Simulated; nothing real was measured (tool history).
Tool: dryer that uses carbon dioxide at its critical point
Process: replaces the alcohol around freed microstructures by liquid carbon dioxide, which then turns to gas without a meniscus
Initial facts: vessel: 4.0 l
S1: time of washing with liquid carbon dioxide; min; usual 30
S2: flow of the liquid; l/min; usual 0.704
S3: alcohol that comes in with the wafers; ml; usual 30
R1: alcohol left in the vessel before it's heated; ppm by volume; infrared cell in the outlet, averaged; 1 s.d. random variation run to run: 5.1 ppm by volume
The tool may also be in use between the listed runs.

Run 1, hour 0: usual settings. Result: R1 124 ppm by volume.
Run 2, hour 25.4: usual settings. Result: R1 128 ppm by volume.
Run 3, hour 39.5: usual settings. Result: R1 120 ppm by volume.
Run 4, hour 58.6: usual settings but S3 31 ml. Result: R1 138 ppm by volume.
Run 5, hour 81.8: usual settings but S3 31 ml. Result: R1 132 ppm by volume.
Run 6, hour 106.9: usual settings but S3 28 ml. Result: R1 117 ppm by volume.
Run 7, hour 131.3: usual settings but S2 0.635 l/min. Result: R1 198 ppm by volume.
Run 8, hour 162: usual settings but S2 0.635 l/min. Result: R1 202 ppm by volume.
Run 9, hour 195.7: usual settings but S2 0.635 l/min. Result: R1 207 ppm by volume.
Run 10, hour 216: usual settings but S1 24 min. Result: R1 305 ppm by volume.
Run 11, hour 237: usual settings but S1 24 min. Result: R1 309 ppm by volume.
Run 12, hour 251.5: usual settings but S2 1.045 l/min. Result: R1 65 ppm by volume.
Run 13, hour 274.6: usual settings but S2 1.045 l/min. Result: R1 70 ppm by volume.
Run 14, hour 306.5: usual settings but S2 1.045 l/min. Result: R1 70 ppm by volume.
Run 15, hour 338.8: usual settings but S3 59 ml. Result: R1 287 ppm by volume.
Run 16, hour 371.2: usual settings but S1 40 min. Result: R1 106 ppm by volume.
Run 17, hour 385: usual settings but S1 22 min. Result: R1 431 ppm by volume.
Run 18, hour 407.5: usual settings but S1 37 min. Result: R1 122 ppm by volume.
Run 19, hour 430: usual settings but S1 37 min. Result: R1 129 ppm by volume.
Run 20, hour 446.6: usual settings but S1 37 min. Result: R1 115 ppm by volume.
Run 21, hour 477.3: usual settings but S1 37 min. Result: R1 136 ppm by volume.
Run 22, hour 511.1: usual settings but S1 21 min. Result: R1 531 ppm by volume.
Run 23, hour 535.6: usual settings but S1 21 min. Result: R1 543 ppm by volume.
Run 24, hour 565.9: usual settings but S1 33 min, S2 1.137 l/min, S3 25 ml. Result: R1 94 ppm by volume.
Run 25, hour 591.3: usual settings but S1 26 min, S2 0.98 l/min, S3 25 ml. Result: R1 143 ppm by volume.
Run 26, hour 624.5: usual settings but S1 29 min, S3 96 ml. Result: R1 637 ppm by volume.
At hour 655.1: inlet filter changed.
Run 27, hour 655.1: usual settings but S1 29 min, S3 96 ml. Result: R1 338 ppm by volume.
Run 28, hour 674: usual settings but S1 28 min, S3 104 ml. Result: R1 412 ppm by volume.
Run 29, hour 689.8: usual settings but S1 24 min, S3 57 ml. Result: R1 415 ppm by volume.
Run 30, hour 721.9: usual settings but S1 22 min, S2 0.995 l/min, S3 67 ml. Result: R1 212 ppm by volume.
Run 31, hour 739.7: usual settings but S1 32 min, S3 46 ml. Result: R1 173 ppm by volume.
Run 32, hour 763.9: usual settings but S1 32 min, S2 0.63 l/min, S3 46 ml. Result: R1 254 ppm by volume.
Run 33, hour 777.9: usual settings but S2 0.489 l/min, S3 46 ml. Result: R1 619 ppm by volume.
Run 34, hour 804.9: usual settings but S2 0.857 l/min, S3 26 ml. Result: R1 131 ppm by volume.
Run 35, hour 828: usual settings but S2 1.167 l/min, S3 26 ml. Result: R1 119 ppm by volume.
Run 36, hour 849.2: usual settings but S1 27 min, S2 0.563 l/min, S3 35 ml. Result: R1 444 ppm by volume.
Run 37, hour 869.3: usual settings but S1 23 min, S2 0.578 l/min, S3 65 ml. Result: R1 1075 ppm by volume.
Run 38, hour 884.8: usual settings but S1 23 min, S2 0.578 l/min, S3 65 ml. Result: R1 1082 ppm by volume.
Run 39, hour 912.6: usual settings but S1 43 min, S2 0.631 l/min, S3 63 ml. Result: R1 173 ppm by volume.
Run 40, hour 929: usual settings but S1 31 min, S3 28 ml. Result: R1 194 ppm by volume.
Run 41, hour 948.4: usual settings but S1 32 min, S3 28 ml. Result: R1 184 ppm by volume.
Run 42, hour 977.3: usual settings. Result: R1 210 ppm by volume.
Run 43, hour 1008.1: usual settings. Result: R1 212 ppm by volume.
Run 44, hour 1041.6: usual settings. Result: R1 220 ppm by volume.
Run 45, hour 1066.5: usual settings but S1 34 min, S2 0.439 l/min, S3 93 ml. Result: R1 1280 ppm by volume.
Run 46, hour 1096.6: usual settings but S1 34 min, S2 0.439 l/min, S3 93 ml. Result: R1 1322 ppm by volume.

Below, some changes in R1 between adjacent runs. For each, the amount present without the hidden state too (settings, incoming material, random variation) and the amount remaining for the hidden state with gauge scatter not shared by both compared results:
What the log doesn't record here: flow that reaches the vessel past the clogged filter, %; alcohol in the recycled carbon dioxide, ppm; drift of the gauge itself on alcohol_ppm, %.
Run 25 -> 26: S1 26 -> 29, S2 0.98 -> 0.704, S3 25 -> 96. R1 +494 ppm by volume: hidden state +272, all else +222.
Run 26 -> 27: inlet filter changed. R1 -299 ppm by volume: hidden state -293, all else -6.
Run 36 -> 37: S1 27 -> 23, S2 0.563 -> 0.578, S3 35 -> 65. R1 +631 ppm by volume: hidden state +69, all else +562.
Run 38 -> 39: S1 23 -> 43, S2 0.578 -> 0.631, S3 65 -> 63. R1 -909 ppm by volume: hidden state -97, all else -812.
Run 44 -> 45: S1 30 -> 34, S2 0.704 -> 0.439, S3 30 -> 93. R1 +1060 ppm by volume: hidden state +221, all else +839.
